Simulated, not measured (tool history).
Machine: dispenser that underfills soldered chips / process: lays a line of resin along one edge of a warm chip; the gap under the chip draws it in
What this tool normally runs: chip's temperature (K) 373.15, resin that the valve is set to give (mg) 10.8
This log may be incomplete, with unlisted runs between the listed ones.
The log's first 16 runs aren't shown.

run,hour,chip's temperature (K),resin that the valve is set to give (mg),time until the resin shows at the far edge (s),resin that the valve gave (mg)
17,153.2,373.15,11.4,23.8,10.87
# hour 158.8: new syringe of resin
18,159.3,383.15,10.8,14.8,10.14
19,164.7,383.15,10.8,18.3,10.15
# hour 170.7: new syringe of resin
20,170.9,373.15,10.9,19.6,10.23
# hour 182.2: dispensing valve cleaned and set on the balance
# hour 183.4: new syringe of resin
21,183.4,380.15,9.7,14.8,9.72
22,192.4,380.15,9.7,21.9,9.67
# hour 195.1: new syringe of resin
23,203.8,365.15,13.7,33.9,13.60
# hour 206.8: new syringe of resin
24,212.2,368.15,11.3,27.6,11.21
# hour 218.9: new syringe of resin
25,220.8,369.15,12.6,22.5,12.29
# hour 230.9: new syringe of resin
26,231.3,361.15,11.1,28.6,10.80
27,238.5,363.15,12.5,33.7,12.13
# hour 243.3: new syringe of resin
28,249.5,363.15,12.5,32.2,12.03
# hour 255.3: new syringe of resin
29,258.7,363.15,12.5,29.1,11.99
30,264.0,365.15,10.5,35.3,10.03
# hour 266.9: new syringe of resin
31,270.4,365.15,10.5,28.8,9.92
32,276.0,362.15,12.4,37.4,11.76
# hour 278.5: new syringe of resin
33,282.3,379.15,12.4,17.7,11.65
# hour 290.7: new syringe of resin
# hour 295.3: dispensing valve cleaned and set on the balance
34,295.6,365.15,11.8,27.3,11.74

Here are 3 independent what-if runs from the current tool condition. What would each one return?
A,301.0,365.15,10.8,?,?
B,301.0,373.15,12.3,?,?
C,301.0,374.15,11.8,?,?

run,time until the resin shows at the far edge (s),resin that the valve gave (mg)
A,34.8,10.62
B,27.3,12.22
C,25.5,11.80
Stripped of hidden state, with their random variation kept, the same runs would have yielded:
run,time until the resin shows at the far edge (s),resin that the valve gave (mg)
A,23.8,10.68
B,18.9,12.29
C,17.4,11.86
